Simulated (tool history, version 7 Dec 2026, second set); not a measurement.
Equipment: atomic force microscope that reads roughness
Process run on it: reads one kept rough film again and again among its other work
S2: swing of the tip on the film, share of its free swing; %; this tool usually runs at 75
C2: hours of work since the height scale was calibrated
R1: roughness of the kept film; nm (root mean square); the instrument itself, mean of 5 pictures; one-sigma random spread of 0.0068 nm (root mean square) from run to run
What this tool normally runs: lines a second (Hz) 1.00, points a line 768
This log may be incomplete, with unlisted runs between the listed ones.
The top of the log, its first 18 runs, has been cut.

{"hour": 891.2, "done": "new tip fitted"}
{"run": 19, "hour": 917.0, "lines a second (Hz)": 1.0, "S2": 68, "points a line": 768, "pictures with this tip": 47, "C2": 770, "R1": 1.392}
{"hour": 971.2, "done": "new tip fitted"}
{"run": 20, "hour": 981.7, "lines a second (Hz)": 1.0, "S2": 69, "points a line": 444, "pictures with this tip": 19, "C2": 804, "R1": 1.38}
{"run": 21, "hour": 1034.1, "lines a second (Hz)": 1.0, "S2": 69, "points a line": 444, "pictures with this tip": 115, "C2": 832, "R1": 1.368}
{"hour": 1055.6, "done": "new tip fitted"}
{"run": 22, "hour": 1073.2, "lines a second (Hz)": 1.0, "S2": 69, "points a line": 444, "pictures with this tip": 32, "C2": 852, "R1": 1.385}
{"run": 23, "hour": 1128.0, "lines a second (Hz)": 1.0, "S2": 69, "points a line": 444, "pictures with this tip": 133, "C2": 880, "R1": 1.374}
{"hour": 1137.3, "done": "new tip fitted"}
{"run": 24, "hour": 1180.2, "lines a second (Hz)": 1.01, "S2": 63, "points a line": 349, "pictures with this tip": 78, "C2": 907, "R1": 1.393}
{"hour": 1219.3, "done": "new tip fitted"}
{"run": 25, "hour": 1231.5, "lines a second (Hz)": 1.6, "S2": 61, "points a line": 402, "pictures with this tip": 22, "C2": 934, "R1": 1.364}
{"run": 26, "hour": 1270.4, "lines a second (Hz)": 1.67, "S2": 69, "points a line": 288, "pictures with this tip": 94, "C2": 954, "R1": 1.327}
{"hour": 1299.3, "done": "new tip fitted"}
{"run": 27, "hour": 1299.3, "lines a second (Hz)": 1.25, "S2": 75, "points a line": 618, "pictures with this tip": 0, "C2": 969, "R1": 1.343}
{"run": 28, "hour": 1353.1, "lines a second (Hz)": 1.25, "S2": 75, "points a line": 618, "pictures with this tip": 98, "C2": 997, "R1": 1.348}
{"hour": 1379.2, "done": "new tip fitted"}
{"run": 29, "hour": 1396.9, "lines a second (Hz)": 1.25, "S2": 75, "points a line": 618, "pictures with this tip": 32, "C2": 1020, "R1": 1.346}
{"run": 30, "hour": 1444.0, "lines a second (Hz)": 3.64, "S2": 62, "points a line": 972, "pictures with this tip": 119, "C2": 1045, "R1": 1.307}
{"hour": 1459.4, "done": "new tip fitted"}
{"run": 31, "hour": 1473.4, "lines a second (Hz)": 1.99, "S2": 58, "points a line": 394, "pictures with this tip": 25, "C2": 1060, "R1": 1.377}
{"run": 32, "hour": 1515.1, "lines a second (Hz)": 1.99, "S2": 58, "points a line": 394, "pictures with this tip": 102, "C2": 1082, "R1": 1.376}
{"hour": 1544.1, "done": "new tip fitted"}
{"run": 33, "hour": 1570.9, "lines a second (Hz)": 1.46, "S2": 58, "points a line": 394, "pictures with this tip": 49, "C2": 1111, "R1": 1.385}
{"hour": 1599.9, "done": "height scale calibrated on a step standard"}
{"hour": 1626.8, "done": "new tip fitted"}
{"run": 34, "hour": 1633.2, "lines a second (Hz)": 0.63, "S2": 87, "points a line": 394, "pictures with this tip": 11, "C2": 17, "R1": 1.359}
{"run": 35, "hour": 1667.6, "lines a second (Hz)": 0.63, "S2": 87, "points a line": 394, "pictures with this tip": 74, "C2": 35, "R1": 1.346}
{"hour": 1711.0, "done": "new tip fitted"}
{"run": 36, "hour": 1719.0, "lines a second (Hz)": 0.62, "S2": 75, "points a line": 313, "pictures with this tip": 14, "C2": 62, "R1": 1.37}
{"run": 37, "hour": 1778.6, "lines a second (Hz)": 0.62, "S2": 75, "points a line": 313, "pictures with this tip": 123, "C2": 93, "R1": 1.359}
{"hour": 1792.5, "done": "new tip fitted"}
{"run": 38, "hour": 1844.9, "lines a second (Hz)": 0.79, "S2": 58, "points a line": 790, "pictures with this tip": 96, "C2": 128, "R1": 1.421}

Forecast each of these 3 alternatives for the next run:
{"hour": 1874.7, "done": "new tip fitted"}
{"run": "A", "hour": 1898.9, "lines a second (Hz)": 0.52, "S2": 75, "points a line": 768, "pictures with this tip": 45, "C2": 155, "R1": "?"}
{"hour": 1874.7, "done": "new tip fitted"}
{"run": "B", "hour": 1898.9, "lines a second (Hz)": 1.34, "S2": 88, "points a line": 616, "pictures with this tip": 45, "C2": 155, "R1": "?"}
{"hour": 1874.7, "done": "new tip fitted"}
{"run": "C", "hour": 1898.9, "lines a second (Hz)": 0.53, "S2": 75, "points a line": 790, "pictures with this tip": 45, "C2": 155, "R1": "?"}

run=A R1=1.402
run=B R1=1.256
run=C R1=1.395
Take away the tool's hidden state, keep each run's random variation, and the runs would have read:
run=A R1=1.404
run=B R1=1.257
run=C R1=1.396
